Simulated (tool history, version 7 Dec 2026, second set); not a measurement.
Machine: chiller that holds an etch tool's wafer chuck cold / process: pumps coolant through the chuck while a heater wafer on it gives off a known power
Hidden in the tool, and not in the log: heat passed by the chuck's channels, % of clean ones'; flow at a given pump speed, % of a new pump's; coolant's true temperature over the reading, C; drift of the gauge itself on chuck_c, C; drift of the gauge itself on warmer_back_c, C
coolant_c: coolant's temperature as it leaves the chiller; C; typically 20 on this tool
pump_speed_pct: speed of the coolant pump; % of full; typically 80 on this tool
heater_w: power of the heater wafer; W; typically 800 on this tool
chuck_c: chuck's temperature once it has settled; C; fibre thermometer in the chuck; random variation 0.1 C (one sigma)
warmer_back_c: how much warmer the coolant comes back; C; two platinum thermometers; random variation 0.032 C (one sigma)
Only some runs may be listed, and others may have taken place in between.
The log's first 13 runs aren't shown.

run    hour  coolant_c  pump_speed_pct  heater_w  hours since the coolant was changed and the channels were flushed  hours since the pump was overhauled  hours since the chiller's thermometer was calibrated  chuck_c  warmer_back_c
 14  2004.7         20              80       800                                                               1686                                 3631                                                  1614     26.5           3.65
 15  2121.5         23              80       800                                                               1803                                 3748                                                  1730     29.3           3.68
 16  2254.8         23              80       800                                                               1936                                 3881                                                  1864     29.3           3.67
     2408.7  -- chiller's thermometer calibrated
 17  2444.9         23              91       554                                                               2125                                 4070                                                    36     27.2           2.28
 18  2554.2         14              71       615                                                               2234                                 4179                                                   146     19.4           3.17
 19  2678.0         14              71       615                                                               2358                                 4303                                                   269     19.5           3.24
 20  2768.3         13              65       723                                                               2448                                 4394                                                   360     19.9           4.12
     2783.8  -- coolant pump overhauled
 21  2917.6         25              68       579                                                               2593                                  134                                                   504     30.3           3.26
 22  3093.3         25              68       579                                                               2768                                  309                                                   680     30.6           3.25
 23  3297.4         14              80       800                                                               2972                                  514                                                   884     20.6           3.86
 24  3444.2         17              79       976                                                               3119                                  660                                                  1030     25.3           4.81
     3595.8  -- coolant pump overhauled, once more
 25  3601.1         12              85       666                                                               3271                                    5                                                  1182     17.0           2.70
 26  3698.5         12              85       666                                                               3369                                  103                                                  1280     16.8           2.75
 27  3906.1         12              85       666                                                               3576                                  310                                                  1487     16.9           2.73
 28  4115.1         12              85       666                                                               3785                                  519                                                  1696     16.9           2.75
 29  4251.5         12              85       666                                                               3922                                  656                                                  1833     16.9           2.77
 30  4352.5         12              82      1051                                                               4023                                  757                                                  1934     20.0           4.51
     4424.8  -- chiller's thermometer calibrated
 31  4555.6         20              78       800                                                               4225                                  959                                                   131     26.4           3.64

4 options for the next run, each taken on its own from the tool as it stands now. Forecast them:
  A  4689.0         14              96       800                                                               4358                                 1092                                                   264        ?              ?
  B  4689.0         27              69       800                                                               4358                                 1092                                                   264        ?              ?
  C  4689.0         15              98       800                                                               4358                                 1092                                                   264        ?              ?
  D  4689.0         17              78       800                                                               4358                                 1092                                                   264        ?              ?

run  chuck_c  warmer_back_c
  A     19.6           2.95
  B     33.8           4.08
  C     20.5           2.92
  D     23.4           3.66
Had the tool no hidden state, the same runs would have come out as:
run  chuck_c  warmer_back_c
  A     19.3           2.89
  B     33.5           3.99
  C     20.3           2.86
  D     23.1           3.59
